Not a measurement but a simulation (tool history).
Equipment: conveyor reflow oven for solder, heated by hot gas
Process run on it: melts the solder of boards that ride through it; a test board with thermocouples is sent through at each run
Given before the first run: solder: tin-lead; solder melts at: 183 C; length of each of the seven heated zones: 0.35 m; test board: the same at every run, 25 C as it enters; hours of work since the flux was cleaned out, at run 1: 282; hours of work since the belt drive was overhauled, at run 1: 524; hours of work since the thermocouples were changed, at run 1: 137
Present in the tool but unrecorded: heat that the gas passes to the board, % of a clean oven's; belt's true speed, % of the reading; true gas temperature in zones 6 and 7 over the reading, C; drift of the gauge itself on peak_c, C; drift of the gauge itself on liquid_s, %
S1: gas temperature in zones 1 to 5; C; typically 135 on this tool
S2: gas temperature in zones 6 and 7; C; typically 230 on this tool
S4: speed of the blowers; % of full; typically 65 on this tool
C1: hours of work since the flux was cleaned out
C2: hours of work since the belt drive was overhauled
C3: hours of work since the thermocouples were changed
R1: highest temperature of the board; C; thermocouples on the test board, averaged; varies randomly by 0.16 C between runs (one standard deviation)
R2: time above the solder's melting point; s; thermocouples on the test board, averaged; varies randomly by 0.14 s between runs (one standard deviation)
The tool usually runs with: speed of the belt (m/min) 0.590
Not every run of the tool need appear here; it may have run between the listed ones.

run 1 day=0.000 | S1=135 S2=230 speed_of_the_belt_(m/min)=0.590 S4=65 | C1=282 C2=524 C3=137 | R1=214.8 R2=51.1
-- day=1.696 flux residue cleaned out of gas plates and filters
run 2 day=2.096 | S1=135 S2=230 speed_of_the_belt_(m/min)=0.590 S4=65 | C1=6 C2=551 C3=163 | R1=215.1 R2=51.6
run 3 day=3.371 | S1=135 S2=230 speed_of_the_belt_(m/min)=0.590 S4=65 | C1=24 C2=569 C3=182 | R1=215.0 R2=51.5
run 4 day=4.475 | S1=135 S2=230 speed_of_the_belt_(m/min)=0.590 S4=65 | C1=40 C2=585 C3=197 | R1=214.8 R2=51.2
run 5 day=5.812 | S1=135 S2=224 speed_of_the_belt_(m/min)=0.590 S4=65 | C1=59 C2=604 C3=216 | R1=209.5 R2=47.1
run 6 day=7.325 | S1=144 S2=230 speed_of_the_belt_(m/min)=0.590 S4=65 | C1=80 C2=626 C3=238 | R1=216.2 R2=55.4
run 7 day=9.100 | S1=144 S2=230 speed_of_the_belt_(m/min)=0.590 S4=65 | C1=105 C2=651 C3=263 | R1=216.0 R2=55.3
run 8 day=10.204 | S1=144 S2=230 speed_of_the_belt_(m/min)=0.590 S4=65 | C1=121 C2=667 C3=279 | R1=215.9 R2=55.4
run 9 day=11.242 | S1=135 S2=230 speed_of_the_belt_(m/min)=0.590 S4=65 | C1=136 C2=681 C3=294 | R1=214.2 R2=51.3
run 10 day=12.708 | S1=135 S2=230 speed_of_the_belt_(m/min)=0.590 S4=65 | C1=157 C2=702 C3=314 | R1=214.1 R2=51.0
run 11 day=14.304 | S1=135 S2=230 speed_of_the_belt_(m/min)=0.590 S4=65 | C1=179 C2=725 C3=337 | R1=213.9 R2=50.9
run 12 day=15.646 | S1=135 S2=230 speed_of_the_belt_(m/min)=0.590 S4=65 | C1=198 C2=744 C3=356 | R1=213.8 R2=50.7
run 13 day=16.688 | S1=135 S2=234 speed_of_the_belt_(m/min)=0.590 S4=65 | C1=213 C2=759 C3=371 | R1=217.8 R2=53.5
run 14 day=17.662 | S1=135 S2=230 speed_of_the_belt_(m/min)=0.590 S4=65 | C1=227 C2=773 C3=385 | R1=213.9 R2=50.9
run 15 day=18.988 | S1=135 S2=230 speed_of_the_belt_(m/min)=0.590 S4=65 | C1=246 C2=792 C3=404 | R1=213.7 R2=50.7
run 16 day=20.025 | S1=135 S2=230 speed_of_the_belt_(m/min)=0.475 S4=65 | C1=261 C2=806 C3=419 | R1=219.4 R2=69.9
run 17 day=21.188 | S1=135 S2=230 speed_of_the_belt_(m/min)=0.475 S4=65 | C1=277 C2=823 C3=435 | R1=219.4 R2=69.8
run 18 day=22.646 | S1=135 S2=231 speed_of_the_belt_(m/min)=0.476 S4=75 | C1=298 C2=844 C3=456 | R1=222.1 R2=71.9
-- day=23.162 flux residue cleaned out of gas plates and filters
run 19 day=24.417 | S1=135 S2=231 speed_of_the_belt_(m/min)=0.476 S4=75 | C1=18 C2=866 C3=478 | R1=222.4 R2=72.7
run 20 day=26.171 | S1=121 S2=228 speed_of_the_belt_(m/min)=0.511 S4=80 | C1=43 C2=891 C3=503 | R1=217.5 R2=60.0
run 21 day=27.729 | S1=142 S2=230 speed_of_the_belt_(m/min)=0.690 S4=65 | C1=65 C2=913 C3=525 | R1=210.6 R2=42.2
run 22 day=29.779 | S1=134 S2=229 speed_of_the_belt_(m/min)=0.590 S4=64 | C1=94 C2=942 C3=555 | R1=212.7 R2=49.5
-- day=30.100 belt drive overhauled, speed set with a stopwatch
run 23 day=31.567 | S1=132 S2=224 speed_of_the_belt_(m/min)=0.472 S4=65 | C1=117 C2=21 C3=578 | R1=213.9 R2=65.7
-- day=33.492 belt drive overhauled, speed set with a stopwatch, once more
run 24 day=33.579 | S1=132 S2=242 speed_of_the_belt_(m/min)=0.512 S4=88 | C1=144 C2=1 C3=604 | R1=232.1 R2=70.9
run 25 day=35.833 | S1=132 S2=242 speed_of_the_belt_(m/min)=0.512 S4=88 | C1=176 C2=33 C3=636 | R1=231.9 R2=70.6
run 26 day=37.779 | S1=132 S2=230 speed_of_the_belt_(m/min)=0.512 S4=65 | C1=203 C2=61 C3=664 | R1=216.7 R2=60.4
run 27 day=39.662 | S1=145 S2=238 speed_of_the_belt_(m/min)=0.596 S4=68 | C1=230 C2=88 C3=690 | R1=221.9 R2=58.5
run 28 day=40.658 | S1=145 S2=238 speed_of_the_belt_(m/min)=0.596 S4=68 | C1=244 C2=102 C3=705 | R1=221.9 R2=58.4
run 29 day=42.554 | S1=145 S2=238 speed_of_the_belt_(m/min)=0.596 S4=68 | C1=271 C2=129 C3=732 | R1=221.8 R2=58.6
run 30 day=43.683 | S1=145 S2=218 speed_of_the_belt_(m/min)=0.491 S4=69 | C1=287 C2=145 C3=748 | R1=208.2 R2=61.8
-- day=44.879 flux residue cleaned out of gas plates and filters
run 31 day=45.017 | S1=142 S2=218 speed_of_the_belt_(m/min)=0.491 S4=71 | C1=2 C2=161 C3=764 | R1=208.4 R2=61.5

Here are 3 independent what-if runs from the current tool condition. What would each one return?
run A day=46.438 | S1=143 S2=218 speed_of_the_belt_(m/min)=0.491 S4=71 | C1=22 C2=181 C3=784 | R1=? R2=?
run B day=46.438 | S1=133 S2=230 speed_of_the_belt_(m/min)=0.683 S4=65 | C1=22 C2=181 C3=784 | R1=? R2=?
run C day=46.438 | S1=138 S2=237 speed_of_the_belt_(m/min)=0.636 S4=71 | C1=22 C2=181 C3=784 | R1=? R2=?

run=A R1=208.6 R2=62.0
run=B R1=207.8 R2=37.5
run=C R1=219.4 R2=50.8
Take away the tool's hidden state, keep each run's random variation, and the runs would have read:
run=A R1=211.0 R2=64.0
run=B R1=210.0 R2=39.2
run=C R1=221.7 R2=52.1
